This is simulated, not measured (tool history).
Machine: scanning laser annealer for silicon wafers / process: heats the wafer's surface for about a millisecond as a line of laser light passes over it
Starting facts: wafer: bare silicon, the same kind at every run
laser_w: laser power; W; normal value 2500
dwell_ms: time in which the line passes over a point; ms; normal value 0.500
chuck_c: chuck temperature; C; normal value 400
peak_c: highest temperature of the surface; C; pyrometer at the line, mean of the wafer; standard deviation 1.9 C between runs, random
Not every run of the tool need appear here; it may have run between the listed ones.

Run 1, hour 0.0: usual settings. Result: peak_c 1156 C.
Run 2, hour 6.7: usual settings. Result: peak_c 1158 C.
Run 3, hour 12.9: usual settings. Result: peak_c 1153 C.
Run 4, hour 17.7: usual settings but dwell_ms 0.388 ms. Result: peak_c 1066 C.
Run 5, hour 27.7: usual settings but chuck_c 392 C. Result: peak_c 1147 C.
Run 6, hour 35.3: usual settings but dwell_ms 0.601 ms. Result: peak_c 1229 C.
Run 7, hour 41.5: usual settings but dwell_ms 0.601 ms. Result: peak_c 1224 C.
Run 8, hour 50.3: usual settings but dwell_ms 0.601 ms. Result: peak_c 1227 C.
Run 9, hour 56.2: usual settings but dwell_ms 0.601 ms. Result: peak_c 1227 C.
Run 10, hour 63.4: usual settings but dwell_ms 0.601 ms. Result: peak_c 1228 C.
Run 11, hour 71.1: usual settings but dwell_ms 0.601 ms. Result: peak_c 1227 C.
Run 12, hour 79.2: usual settings but chuck_c 386 C. Result: peak_c 1138 C.
Run 13, hour 85.4: usual settings. Result: peak_c 1153 C.
Run 14, hour 89.8: usual settings. Result: peak_c 1151 C.
Run 15, hour 95.5: usual settings but laser_w 2166 W. Result: peak_c 1024 C.
Run 16, hour 103.8: usual settings but dwell_ms 0.406 ms. Result: peak_c 1079 C.
Run 17, hour 109.7: usual settings but laser_w 2151 W. Result: peak_c 1016 C.
Run 18, hour 117.7: usual settings but laser_w 2151 W. Result: peak_c 1014 C.
Run 19, hour 126.6: usual settings but chuck_c 402 C. Result: peak_c 1151 C.
Run 20, hour 132.0: usual settings. Result: peak_c 1150 C.
Run 21, hour 138.4: usual settings but laser_w 2284 W, dwell_ms 0.485 ms, chuck_c 430 C. Result: peak_c 1086 C.
Run 22, hour 145.1: usual settings but chuck_c 439 C. Result: peak_c 1188 C.
Run 23, hour 152.4: usual settings but laser_w 2616 W, chuck_c 433 C. Result: peak_c 1229 C.
Run 24, hour 156.6: usual settings but laser_w 2616 W, dwell_ms 0.581 ms, chuck_c 368 C. Result: peak_c 1227 C.
Run 25, hour 165.0: usual settings but laser_w 2381 W, dwell_ms 0.353 ms. Result: peak_c 989 C.
Run 26, hour 170.7: usual settings but laser_w 2381 W, dwell_ms 0.353 ms. Result: peak_c 992 C.
Run 27, hour 177.3: usual settings but laser_w 2554 W, dwell_ms 0.387 ms. Result: peak_c 1081 C.
Run 28, hour 183.4: usual settings but laser_w 2496 W, dwell_ms 0.600 ms, chuck_c 409 C. Result: peak_c 1228 C.
Run 29, hour 190.0: usual settings but laser_w 2627 W, dwell_ms 0.593 ms, chuck_c 409 C. Result: peak_c 1280 C.
Run 30, hour 197.5: usual settings but laser_w 2411 W, dwell_ms 0.593 ms, chuck_c 385 C. Result: peak_c 1160 C.
Run 31, hour 206.6: usual settings but laser_w 2379 W, chuck_c 438 C. Result: peak_c 1139 C.
Run 32, hour 214.0: usual settings but laser_w 2174 W, chuck_c 361 C. Result: peak_c 986 C.
Run 33, hour 221.9: usual settings but laser_w 2717 W, dwell_ms 0.379 ms. Result: peak_c 1127 C.
Run 34, hour 226.3: usual settings but laser_w 2572 W. Result: peak_c 1178 C.
Run 35, hour 234.4: usual settings but laser_w 2153 W, dwell_ms 0.454 ms. Result: peak_c 981 C.
Run 36, hour 240.7: usual settings but laser_w 2153 W, dwell_ms 0.461 ms. Result: peak_c 986 C.
Run 37, hour 249.6: usual settings but laser_w 2153 W, dwell_ms 0.461 ms. Result: peak_c 987 C.
Run 38, hour 255.9: usual settings but laser_w 2166 W. Result: peak_c 1015 C.

The next listed run, before its measurement:
Run 39, hour 264.2: usual settings but laser_w 2166 W. Result: peak_c ?.

{"run 39": {"peak_c": 1018}}
The same run, on a tool lacking any hidden state, would have yielded peak_c 1056 C.

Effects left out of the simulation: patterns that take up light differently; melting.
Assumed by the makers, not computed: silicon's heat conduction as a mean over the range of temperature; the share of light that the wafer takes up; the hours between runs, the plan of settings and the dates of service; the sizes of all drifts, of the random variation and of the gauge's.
